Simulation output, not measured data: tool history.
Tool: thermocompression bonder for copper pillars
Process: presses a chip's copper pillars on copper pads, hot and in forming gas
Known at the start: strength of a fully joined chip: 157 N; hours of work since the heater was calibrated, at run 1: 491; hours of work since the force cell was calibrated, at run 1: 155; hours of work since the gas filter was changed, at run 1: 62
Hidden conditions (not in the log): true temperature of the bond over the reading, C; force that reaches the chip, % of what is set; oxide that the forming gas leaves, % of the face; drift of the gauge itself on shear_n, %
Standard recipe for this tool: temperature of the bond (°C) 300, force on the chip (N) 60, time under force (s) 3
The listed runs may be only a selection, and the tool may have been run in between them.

run,hour,temperature of the bond (°C),force on the chip (N),time under force (s),hours of work since the heater was calibrated,hours of work since the force cell was calibrated,hours of work since the gas filter was changed,force that shears a chip off (N)
1,0.0,300,60,3,491,155,62,82.4
2,5.7,300,60,3,494,158,65,82.0
3,10.3,300,60,3,496,160,67,81.0
4,16.6,300,60,3,499,163,70,83.0
5,25.3,300,60,3,503,167,75,80.8
6,33.0,300,60,3,507,171,78,81.3
7,40.1,300,60,3,511,175,82,82.3
8,45.7,300,45,3,514,178,85,66.7
9,52.6,300,60,3,517,181,88,80.8
10,62.7,300,60,3,522,186,93,80.9
11,71.1,300,60,3,526,190,97,79.2
12,78.6,300,60,3,530,194,101,78.5
13,88.6,321,60,3,535,199,106,93.4
14,97.4,321,60,3,539,203,110,92.7
15,105.8,320,60,3,543,207,114,90.8
16,115.6,320,60,5,548,212,119,104.2
17,125.0,299,64,5,553,217,124,92.6
18,134.5,299,64,5,558,222,129,91.6
19,144.9,322,37,5,563,227,134,83.8
# hour 146.6: forming gas filter changed
20,154.2,317,37,2,567,231,4,65.2
21,163.8,300,60,2,572,236,9,74.3
# hour 166.2: force cell calibrated
22,173.3,306,60,9,576,4,12,122.1
23,179.4,318,60,7,579,7,16,120.1
24,188.2,318,39,7,583,11,20,101.1
25,194.7,320,45,2,586,14,23,75.2
26,205.2,296,77,6,592,19,28,111.1
27,213.0,318,44,6,596,23,32,100.1
28,218.4,294,42,3,598,26,35,63.6
# hour 225.7: force cell calibrated, once more
29,228.3,295,38,2,602,1,39,49.4
30,237.4,295,38,2,607,6,44,49.4

Hidden condition of the tool, last listed run before each entry between runs versus first listed run after:
After run 19, before run 20: forming gas filter changed (hour 146.6)
  true temperature of the bond over the reading, C: -4.9 -> -5; oxide that the forming gas leaves, % of the face: 12.37 -> 0.91
  what was measured, less what the result would be without the hidden state, force that shears a chip off (N): -16.0 -> -4.3
After run 21, before run 22: force cell calibrated (hour 166.2)
  force that reaches the chip, % of what is set: 98.3 -> 97.6; oxide that the forming gas leaves, % of the face: 1.32 -> 1.68
  what was measured, less what the result would be without the hidden state, force that shears a chip off (N): -5.3 -> -6.2
After run 28, before run 29: force cell calibrated, once more (hour 225.7)
  force that reaches the chip, % of what is set: 97.5 -> 99.8; oxide that the forming gas leaves, % of the face: 3.65 -> 4
  what was measured, less what the result would be without the hidden state, force that shears a chip off (N): -7.1 -> -5.2
